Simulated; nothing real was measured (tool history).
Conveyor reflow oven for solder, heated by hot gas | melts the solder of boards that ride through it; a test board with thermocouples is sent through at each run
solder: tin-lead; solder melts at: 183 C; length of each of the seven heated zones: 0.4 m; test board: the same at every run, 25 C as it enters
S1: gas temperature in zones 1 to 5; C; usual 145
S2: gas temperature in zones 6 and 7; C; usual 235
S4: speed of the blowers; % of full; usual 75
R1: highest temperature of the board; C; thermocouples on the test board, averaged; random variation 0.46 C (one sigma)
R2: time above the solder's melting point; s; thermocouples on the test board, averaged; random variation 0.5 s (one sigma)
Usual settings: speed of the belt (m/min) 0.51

run 1 hour=0 | S1=145 S2=235 speed_of_the_belt_(m/min)=0.51 S4=75 | R1=218.1 R2=74.1
run 2 hour=66.5 | S1=145 S2=235 speed_of_the_belt_(m/min)=0.51 S4=75 | R1=217.3 R2=73.8
run 3 hour=103.2 | S1=145 S2=235 speed_of_the_belt_(m/min)=0.51 S4=75 | R1=217.6 R2=73.4
-- hour=137.3 flux residue cleaned out of gas plates and filters
run 4 hour=182.6 | S1=145 S2=235 speed_of_the_belt_(m/min)=0.51 S4=75 | R1=216 R2=72.4
run 5 hour=219.8 | S1=145 S2=235 speed_of_the_belt_(m/min)=0.51 S4=80 | R1=217.6 R2=74.3
run 6 hour=277 | S1=145 S2=235 speed_of_the_belt_(m/min)=0.51 S4=80 | R1=215.8 R2=73
-- hour=312.7 flux residue cleaned out of gas plates and filters, once more
run 7 hour=342 | S1=145 S2=235 speed_of_the_belt_(m/min)=0.51 S4=75 | R1=218.1 R2=75.7
run 8 hour=381.4 | S1=145 S2=235 speed_of_the_belt_(m/min)=0.51 S4=75 | R1=217.8 R2=76
run 9 hour=448.5 | S1=145 S2=235 speed_of_the_belt_(m/min)=0.51 S4=75 | R1=217.8 R2=74.3
run 10 hour=518.3 | S1=145 S2=235 speed_of_the_belt_(m/min)=0.51 S4=75 | R1=218.1 R2=73.6
-- hour=547.5 flux residue cleaned out of gas plates and filters
run 11 hour=595.4 | S1=145 S2=225 speed_of_the_belt_(m/min)=0.51 S4=75 | R1=209.8 R2=66.7
run 12 hour=667.4 | S1=145 S2=225 speed_of_the_belt_(m/min)=0.51 S4=75 | R1=209.3 R2=65.8
run 13 hour=737.8 | S1=145 S2=225 speed_of_the_belt_(m/min)=0.51 S4=56 | R1=202.3 R2=53.4
-- hour=776.8 flux residue cleaned out of gas plates and filters
run 14 hour=815.6 | S1=145 S2=225 speed_of_the_belt_(m/min)=0.51 S4=56 | R1=203.3 R2=55.9
run 15 hour=889.6 | S1=145 S2=235 speed_of_the_belt_(m/min)=0.517 S4=75 | R1=217.1 R2=73.9
run 16 hour=928.7 | S1=145 S2=235 speed_of_the_belt_(m/min)=0.517 S4=75 | R1=216.5 R2=72.9
run 17 hour=970.9 | S1=149 S2=235 speed_of_the_belt_(m/min)=0.517 S4=75 | R1=217.1 R2=74.6
-- hour=1010.5 flux residue cleaned out of gas plates and filters
-- hour=1024.6 belt drive overhauled, speed set with a stopwatch
run 18 hour=1024.6 | S1=155 S2=235 speed_of_the_belt_(m/min)=0.494 S4=84 | R1=222.1 R2=85.1
run 19 hour=1089.6 | S1=155 S2=235 speed_of_the_belt_(m/min)=0.494 S4=84 | R1=220.7 R2=84.7
run 20 hour=1162.6 | S1=152 S2=235 speed_of_the_belt_(m/min)=0.51 S4=75 | R1=216.9 R2=76.9
run 21 hour=1218.6 | S1=152 S2=235 speed_of_the_belt_(m/min)=0.51 S4=75 | R1=216.6 R2=76.2
-- hour=1235 thermocouples of zones 6 and 7 changed
-- hour=1245.7 flux residue cleaned out of gas plates and filters
run 22 hour=1283.7 | S1=158 S2=246 speed_of_the_belt_(m/min)=0.51 S4=75 | R1=230.3 R2=90.6
run 23 hour=1350.5 | S1=137 S2=224 speed_of_the_belt_(m/min)=0.427 S4=58 | R1=207.2 R2=70.5
run 24 hour=1427.1 | S1=141 S2=225 speed_of_the_belt_(m/min)=0.427 S4=75 | R1=213.2 R2=82.9
-- hour=1475 flux residue cleaned out of gas plates and filters
run 25 hour=1486.5 | S1=141 S2=225 speed_of_the_belt_(m/min)=0.427 S4=75 | R1=214.1 R2=84.8

The next listed run, before its measurement:
run 26 hour=1520.7 | S1=141 S2=225 speed_of_the_belt_(m/min)=0.427 S4=75 | R1=? R2=?

Run 26 gave R1 214 C, R2 84.7 s.
Without the tool's hidden state the same run would have given R1 214.2 C, R2 84.7 s.
